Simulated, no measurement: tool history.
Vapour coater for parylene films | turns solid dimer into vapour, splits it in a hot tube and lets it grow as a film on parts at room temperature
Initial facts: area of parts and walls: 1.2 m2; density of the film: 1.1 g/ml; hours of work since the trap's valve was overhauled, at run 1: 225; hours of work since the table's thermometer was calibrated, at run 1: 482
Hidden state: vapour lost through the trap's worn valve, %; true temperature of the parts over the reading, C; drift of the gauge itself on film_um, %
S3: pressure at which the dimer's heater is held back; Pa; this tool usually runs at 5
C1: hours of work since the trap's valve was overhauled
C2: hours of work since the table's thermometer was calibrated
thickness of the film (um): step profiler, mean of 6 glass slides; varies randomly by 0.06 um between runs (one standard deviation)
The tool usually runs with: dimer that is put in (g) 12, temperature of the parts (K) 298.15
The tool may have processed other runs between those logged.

Run 1, hour 0: usual settings; C1 225; C2 482. Result: thickness of the film (um) 6.39.
Run 2, hour 10.3: usual settings; C1 234; C2 491. Result: thickness of the film (um) 6.43.
Run 3, hour 27.8: usual settings; C1 248; C2 505. Result: thickness of the film (um) 6.29.
Run 4, hour 48: usual settings but dimer that is put in (g) 11; C1 265; C2 522. Result: thickness of the film (um) 5.78.
Run 5, hour 60: usual settings but dimer that is put in (g) 11; C1 275; C2 532. Result: thickness of the film (um) 5.74.
Run 6, hour 81.7: usual settings but dimer that is put in (g) 11; C1 294; C2 551. Result: thickness of the film (um) 5.6.
Run 7, hour 98.4: usual settings but dimer that is put in (g) 11; C1 308; C2 565. Result: thickness of the film (um) 5.67.
Run 8, hour 118.9: usual settings but dimer that is put in (g) 11; C1 325; C2 582. Result: thickness of the film (um) 5.55.
Run 9, hour 140.9: usual settings; C1 343; C2 600. Result: thickness of the film (um) 6.02.
At hour 154.2: trap's valve overhauled.
Run 10, hour 164.6: usual settings; C1 9; C2 617. Result: thickness of the film (um) 7.14.
Run 11, hour 181.3: usual settings; C1 23; C2 631. Result: thickness of the film (um) 7.08.
Run 12, hour 203.3: usual settings but S3 11.03 Pa; C1 41; C2 649. Result: thickness of the film (um) 6.26.
Run 13, hour 222.4: usual settings but S3 3.18 Pa; C1 57; C2 665. Result: thickness of the film (um) 7.59.
Run 14, hour 236.1: usual settings but S3 3.18 Pa; C1 69; C2 677. Result: thickness of the film (um) 7.41.
Run 15, hour 252.1: usual settings but S3 2.89 Pa; C1 82; C2 690. Result: thickness of the film (um) 7.52.
Run 16, hour 265: usual settings but S3 2.89 Pa; C1 93; C2 701. Result: thickness of the film (um) 7.5.
Run 17, hour 288.3: usual settings; C1 112; C2 720. Result: thickness of the film (um) 6.83.
Run 18, hour 299.5: usual settings; C1 122; C2 730. Result: thickness of the film (um) 6.6.
Run 19, hour 311.2: usual settings but S3 10.65 Pa; C1 132; C2 740. Result: thickness of the film (um) 6.03.
Run 20, hour 326.6: usual settings but dimer that is put in (g) 5, temperature of the parts (K) 302.15, S3 8.9 Pa; C1 145; C2 753. Result: thickness of the film (um) 2.35.
Run 21, hour 341.6: usual settings but dimer that is put in (g) 6, temperature of the parts (K) 300.15, S3 6.9 Pa; C1 157; C2 765. Result: thickness of the film (um) 3.04.
Run 22, hour 361.5: usual settings but dimer that is put in (g) 18, S3 8.54 Pa; C1 174; C2 782. Result: thickness of the film (um) 9.11.
Run 23, hour 377.8: usual settings but dimer that is put in (g) 13, temperature of the parts (K) 291.15, S3 6.27 Pa; C1 187; C2 796. Result: thickness of the film (um) 8.11.
Run 24, hour 389.6: usual settings but dimer that is put in (g) 11, S3 3.01 Pa; C1 197; C2 805. Result: thickness of the film (um) 6.45.
Run 25, hour 410.5: usual settings but dimer that is put in (g) 18, S3 8.77 Pa; C1 215; C2 823. Result: thickness of the film (um) 8.93.
Run 26, hour 426.5: usual settings but temperature of the parts (K) 304.15, S3 3.63 Pa; C1 228; C2 836. Result: thickness of the film (um) 5.98.

What does the tool deliver on the next run?
Run 27, hour 439.3: usual settings but temperature of the parts (K) 304.15, S3 3.63 Pa; C1 239; C2 847. Result: thickness of the film (um) ?.

Run 27 came out at thickness of the film (um) 5.94.
With the hidden condition absent and the run-to-run variation left alone, this run would have shown thickness of the film (um) 6.59.
